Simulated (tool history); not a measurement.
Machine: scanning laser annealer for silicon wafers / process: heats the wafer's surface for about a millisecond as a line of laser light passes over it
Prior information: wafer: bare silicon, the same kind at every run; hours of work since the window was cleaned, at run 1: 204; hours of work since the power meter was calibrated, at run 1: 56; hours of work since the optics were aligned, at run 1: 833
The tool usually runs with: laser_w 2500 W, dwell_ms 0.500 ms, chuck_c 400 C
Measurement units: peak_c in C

run   hour  laser_w  dwell_ms  chuck_c  hours of work since the window was cleaned  hours of work since the power meter was calibrated  hours of work since the optics were aligned  peak_c
  1    0.0     2500     0.500      400                                         204                                                  56                                          833    1200
  2   31.1     2500     0.500      400                                         221                                                  73                                          851    1200
  3   57.4     2500     0.500      400                                         235                                                  88                                          865    1197
  4   85.6     2500     0.500      400                                         251                                                 103                                          881    1195
  5  112.2     2500     0.500      400                                         266                                                 118                                          895    1197
  6  132.8     2500     0.500      400                                         277                                                 129                                          907    1198
  7  160.3     2500     0.500      400                                         292                                                 144                                          922    1195
  8  174.5     2458     0.500      400                                         300                                                 152                                          929    1179
  9  206.0     2458     0.500      400                                         317                                                 169                                          947    1174
 10  219.8     2458     0.500      400                                         325                                                 177                                          954    1173
 11  244.2     2500     0.500      430                                         338                                                 190                                          968    1218
 12  264.8     2278     0.500      430                                         349                                                 202                                          979    1129
 13  281.2     2337     0.500      430                                         359                                                 211                                          988    1153
 14  310.2     2337     0.500      430                                         375                                                 227                                         1004    1151
 15  341.2     2337     0.500      419                                         392                                                 244                                         1021    1141
 16  354.3     2337     0.500      419                                         399                                                 251                                         1028    1141
     368.5  -- window over the wafer cleaned
 17  372.1     2500     0.376      400                                           2                                                 260                                         1037    1068
 18  399.9     2500     0.500      400                                          17                                                 275                                         1052    1167
 19  417.6     2500     0.568      400                                          27                                                 285                                         1062    1216
 20  438.4     2500     0.512      400                                          38                                                 296                                         1074    1174
 21  457.0     2344     0.375      400                                          49                                                 307                                         1084    1012
 22  486.1     2344     0.375      400                                          65                                                 322                                         1100    1009
     490.9  -- window over the wafer cleaned, once more
 23  508.1     2344     0.375      400                                           9                                                 334                                         1111    1052
 24  527.9     2344     0.375      403                                          20                                                 344                                         1122    1056
 25  543.4     2500     0.427      368                                          29                                                 353                                         1130    1123
 26  565.1     2442     0.433      389                                          41                                                 365                                         1142    1123
 27  583.4     2453     0.491      436                                          51                                                 375                                         1152    1224
 28  608.4     2201     0.371      397                                          65                                                 389                                         1166     994
 29  626.7     2375     0.422      426                                          75                                                 399                                         1176    1124
 30  647.6     2375     0.368      403                                          86                                                 410                                         1188    1058
 31  677.7     2375     0.368      403                                         103                                                 427                                         1204    1056
 32  693.7     2375     0.368      403                                         112                                                 436                                         1213    1056
 33  710.6     2375     0.368      403                                         121                                                 445                                         1222    1054
 34  730.1     2375     0.368      403                                         132                                                 456                                         1233    1056
 35  748.8     2442     0.496      400                                         142                                                 466                                         1243    1181
 36  767.5     2442     0.496      400                                         152                                                 476                                         1254    1179
 37  788.4     2216     0.590      400                                         164                                                 488                                         1265    1147
 38  808.4     2188     0.583      402                                         175                                                 499                                         1276    1132
 39  824.7     2383     0.503      398                                         184                                                 508                                         1285    1154
 40  850.7     2334     0.507      361                                         198                                                 522                                         1299    1102

What would each run have given without the hidden state, its run-to-run variation left as it was?
What the log doesn't record here: light that passes the window, % of a clean one's; laser's true power over the reading, %; width of the line over the set one, %; drift of the gauge itself on peak_c, C.
run  peak_c
  1    1220
  2    1222
  3    1220
  4    1219
  5    1223
  6    1224
  7    1222
  8    1207
  9    1203
 10    1203
 11    1249
 12    1158
 13    1184
 14    1183
 15    1174
 16    1174
 17    1115
 18    1221
 19    1275
 20    1231
 21    1058
 22    1056
 23    1056
 24    1061
 25    1129
 26    1130
 27    1233
 28    1001
 29    1133
 30    1068
 31    1067
 32    1067
 33    1066
 34    1068
 35    1196
 36    1195
 37    1164
 38    1149
 39    1172
 40    1122
